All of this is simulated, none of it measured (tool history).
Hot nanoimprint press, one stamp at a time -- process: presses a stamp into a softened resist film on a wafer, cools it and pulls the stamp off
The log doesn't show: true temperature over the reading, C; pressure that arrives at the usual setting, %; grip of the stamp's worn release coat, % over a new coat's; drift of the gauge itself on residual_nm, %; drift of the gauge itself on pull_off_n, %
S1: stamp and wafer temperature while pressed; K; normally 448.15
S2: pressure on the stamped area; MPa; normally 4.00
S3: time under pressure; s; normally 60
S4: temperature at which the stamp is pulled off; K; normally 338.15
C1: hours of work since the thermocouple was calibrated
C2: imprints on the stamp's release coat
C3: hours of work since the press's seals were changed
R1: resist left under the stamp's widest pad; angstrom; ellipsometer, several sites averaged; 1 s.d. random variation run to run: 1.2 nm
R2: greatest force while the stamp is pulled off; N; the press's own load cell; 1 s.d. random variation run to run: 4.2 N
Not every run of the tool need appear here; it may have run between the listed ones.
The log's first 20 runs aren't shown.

| run | day | S1 | S2 | S3 | S4 | C1 | C2 | C3 | R1 | R2 |
|---|---|---|---|---|---|---|---|---|---|---|
| 21 | 9.508 | 455.15 | 6.22 | 60 | 338.15 | 455 | 343 | 503 | 1235 | 224 |
| 22 | 9.867 | 455.15 | 6.22 | 35 | 323.15 | 460 | 378 | 508 | 1547 | 272 |
| 23 | 10.179 | 458.15 | 3.12 | 60 | 338.15 | 464 | 409 | 512 | 1477 | 226 |
| 24 | 10.625 | 458.15 | 3.12 | 60 | 338.15 | 470 | 452 | 518 | 1457 | 241 |
| 25 | 11.050 | 458.15 | 3.12 | 60 | 338.15 | 476 | 494 | 523 | 1480 | 232 |
| 26 | 11.421 | 458.15 | 5.02 | 60 | 329.15 | 481 | 531 | 528 | 1196 | 271 |
| 27 | 11.750 | 454.15 | 2.92 | 105 | 329.15 | 485 | 563 | 533 | 1400 | 272 |
| 28 | 12.192 | 438.15 | 4.00 | 60 | 338.15 | 491 | 606 | 538 | 2865 | 243 |
| 29 | 12.517 | 448.15 | 5.05 | 60 | 328.15 | 495 | 638 | 543 | 1853 | 286 |
|  | 13.350 | press's hydraulic seals changed and the load cell set to zero |
| 30 | 13.350 | 444.15 | 3.39 | 51 | 332.15 | 501 | 688 | 0 | 2561 | 275 |

Forecast each of these 3 alternatives for the next run:
| A | 13.688 | 448.15 | 3.35 | 60 | 329.15 | 506 | 721 | 4 | ? | ? |
| B | 13.688 | 448.15 | 2.64 | 51 | 338.15 | 506 | 721 | 4 | ? | ? |
| C | 13.688 | 444.15 | 3.48 | 58 | 335.15 | 506 | 721 | 4 | ? | ? |

| run | R1 | R2 |
|---|---|---|
| A | 2103 | 280 |
| B | 2441 | 243 |
| C | 2461 | 259 |
Stripped of hidden state, with their random variation kept, the same runs would have yielded:
| run | R1 | R2 |
|---|---|---|
| A | 2262 | 229 |
| B | 2601 | 200 |
| C | 2629 | 213 |
